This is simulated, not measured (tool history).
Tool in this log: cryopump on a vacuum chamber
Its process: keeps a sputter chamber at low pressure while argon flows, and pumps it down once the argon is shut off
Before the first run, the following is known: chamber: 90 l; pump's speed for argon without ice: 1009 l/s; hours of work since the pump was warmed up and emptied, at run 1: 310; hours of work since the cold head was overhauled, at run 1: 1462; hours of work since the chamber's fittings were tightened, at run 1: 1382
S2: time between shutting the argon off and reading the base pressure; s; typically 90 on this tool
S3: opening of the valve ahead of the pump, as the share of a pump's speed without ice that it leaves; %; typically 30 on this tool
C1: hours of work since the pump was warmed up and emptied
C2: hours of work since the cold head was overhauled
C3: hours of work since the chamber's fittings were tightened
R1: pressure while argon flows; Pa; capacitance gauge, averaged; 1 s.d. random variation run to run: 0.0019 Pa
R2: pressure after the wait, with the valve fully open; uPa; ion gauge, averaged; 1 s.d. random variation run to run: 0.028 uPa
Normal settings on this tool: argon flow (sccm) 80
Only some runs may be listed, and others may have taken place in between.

{"run": 1, "day": 0.0, "argon flow (sccm)": 80, "S2": 90, "S3": 30, "C1": 310, "C2": 1462, "C3": 1382, "R1": 0.4559, "R2": 2.76}
{"run": 2, "day": 4.042, "argon flow (sccm)": 80, "S2": 90, "S3": 30, "C1": 349, "C2": 1501, "C3": 1421, "R1": 0.457, "R2": 2.92}
{"run": 3, "day": 7.679, "argon flow (sccm)": 80, "S2": 90, "S3": 30, "C1": 384, "C2": 1537, "C3": 1456, "R1": 0.459, "R2": 2.85}
{"run": 4, "day": 9.825, "argon flow (sccm)": 80, "S2": 90, "S3": 30, "C1": 405, "C2": 1557, "C3": 1477, "R1": 0.4617, "R2": 2.81}
{"run": 5, "day": 11.742, "argon flow (sccm)": 120, "S2": 90, "S3": 30, "C1": 424, "C2": 1576, "C3": 1496, "R1": 0.6879, "R2": 2.97}
{"run": 6, "day": 13.733, "argon flow (sccm)": 120, "S2": 90, "S3": 30, "C1": 443, "C2": 1595, "C3": 1515, "R1": 0.6907, "R2": 2.98}
{"run": 7, "day": 17.071, "argon flow (sccm)": 80, "S2": 90, "S3": 39, "C1": 475, "C2": 1627, "C3": 1547, "R1": 0.3579, "R2": 2.94}
{"run": 8, "day": 20.975, "argon flow (sccm)": 80, "S2": 90, "S3": 30, "C1": 513, "C2": 1665, "C3": 1585, "R1": 0.462, "R2": 3.02}
{"run": 9, "day": 25.379, "argon flow (sccm)": 80, "S2": 90, "S3": 30, "C1": 556, "C2": 1708, "C3": 1628, "R1": 0.4644, "R2": 3.09}
{"run": 10, "day": 28.933, "argon flow (sccm)": 80, "S2": 90, "S3": 30, "C1": 590, "C2": 1742, "C3": 1662, "R1": 0.4613, "R2": 3.13}
{"run": 11, "day": 31.692, "argon flow (sccm)": 39, "S2": 90, "S3": 30, "C1": 617, "C2": 1769, "C3": 1689, "R1": 0.2265, "R2": 3.17}
{"run": 12, "day": 34.925, "argon flow (sccm)": 39, "S2": 90, "S3": 30, "C1": 648, "C2": 1800, "C3": 1720, "R1": 0.2269, "R2": 3.3}
{"run": 13, "day": 36.921, "argon flow (sccm)": 80, "S2": 90, "S3": 30, "C1": 667, "C2": 1820, "C3": 1739, "R1": 0.4713, "R2": 3.24}
{"run": 14, "day": 40.325, "argon flow (sccm)": 80, "S2": 90, "S3": 30, "C1": 700, "C2": 1853, "C3": 1772, "R1": 0.4716, "R2": 3.29}
{"run": 15, "day": 44.354, "argon flow (sccm)": 80, "S2": 90, "S3": 30, "C1": 739, "C2": 1892, "C3": 1811, "R1": 0.4702, "R2": 3.46}
{"run": 16, "day": 47.496, "argon flow (sccm)": 80, "S2": 90, "S3": 30, "C1": 770, "C2": 1922, "C3": 1842, "R1": 0.4703, "R2": 3.55}
{"run": 17, "day": 51.829, "argon flow (sccm)": 80, "S2": 90, "S3": 30, "C1": 812, "C2": 1964, "C3": 1884, "R1": 0.4744, "R2": 3.51}
{"run": 18, "day": 54.404, "argon flow (sccm)": 80, "S2": 90, "S3": 30, "C1": 837, "C2": 1989, "C3": 1909, "R1": 0.475, "R2": 3.54}
{"run": 19, "day": 56.817, "argon flow (sccm)": 80, "S2": 90, "S3": 30, "C1": 860, "C2": 2012, "C3": 1932, "R1": 0.4789, "R2": 3.63}
{"run": 20, "day": 61.192, "argon flow (sccm)": 80, "S2": 90, "S3": 33, "C1": 902, "C2": 2055, "C3": 1974, "R1": 0.4372, "R2": 3.66}
{"run": 21, "day": 64.017, "argon flow (sccm)": 106, "S2": 97, "S3": 35, "C1": 930, "C2": 2082, "C3": 2002, "R1": 0.5461, "R2": 3.59}
{"run": 22, "day": 68.196, "argon flow (sccm)": 106, "S2": 53, "S3": 35, "C1": 970, "C2": 2122, "C3": 2042, "R1": 0.5488, "R2": 4.52}
{"run": 23, "day": 72.804, "argon flow (sccm)": 107, "S2": 80, "S3": 25, "C1": 1015, "C2": 2167, "C3": 2087, "R1": 0.7572, "R2": 4.09}
{"run": 24, "day": 76.379, "argon flow (sccm)": 73, "S2": 105, "S3": 17, "C1": 1049, "C2": 2202, "C3": 2121, "R1": 0.7523, "R2": 3.91}
{"run": 25, "day": 79.725, "argon flow (sccm)": 39, "S2": 105, "S3": 17, "C1": 1082, "C2": 2234, "C3": 2154, "R1": 0.4004, "R2": 3.78}
{"day": 84.275, "done": "pump warmed up, emptied and cooled again"}
{"run": 26, "day": 84.546, "argon flow (sccm)": 39, "S2": 105, "S3": 17, "C1": 3, "C2": 2279, "C3": 2198, "R1": 0.3877, "R2": 3.37}
{"run": 27, "day": 87.446, "argon flow (sccm)": 39, "S2": 24, "S3": 17, "C1": 31, "C2": 2307, "C3": 2226, "R1": 0.3858, "R2": 6.34}
{"run": 28, "day": 91.642, "argon flow (sccm)": 39, "S2": 24, "S3": 17, "C1": 71, "C2": 2347, "C3": 2267, "R1": 0.3886, "R2": 6.25}
{"run": 29, "day": 95.317, "argon flow (sccm)": 81, "S2": 131, "S3": 51, "C1": 107, "C2": 2383, "C3": 2303, "R1": 0.2733, "R2": 3.24}
{"run": 30, "day": 98.867, "argon flow (sccm)": 81, "S2": 131, "S3": 51, "C1": 141, "C2": 2417, "C3": 2337, "R1": 0.2757, "R2": 3.28}
{"run": 31, "day": 101.758, "argon flow (sccm)": 48, "S2": 90, "S3": 17, "C1": 169, "C2": 2445, "C3": 2365, "R1": 0.4815, "R2": 3.74}
{"run": 32, "day": 104.133, "argon flow (sccm)": 38, "S2": 90, "S3": 46, "C1": 192, "C2": 2468, "C3": 2388, "R1": 0.1427, "R2": 3.68}
{"run": 33, "day": 108.088, "argon flow (sccm)": 80, "S2": 28, "S3": 15, "C1": 231, "C2": 2507, "C3": 2426, "R1": 0.9043, "R2": 6.07}

What will run 34 give?
{"run": 34, "day": 110.762, "argon flow (sccm)": 80, "S2": 28, "S3": 15, "C1": 256, "C2": 2532, "C3": 2452, "R1": "?", "R2": "?"}

Run 34 measured R1 0.906 Pa, R2 6.14 uPa.
Minus the tool's unlogged condition, the same run would have read R1 0.8956 Pa, R2 3.58 uPa.
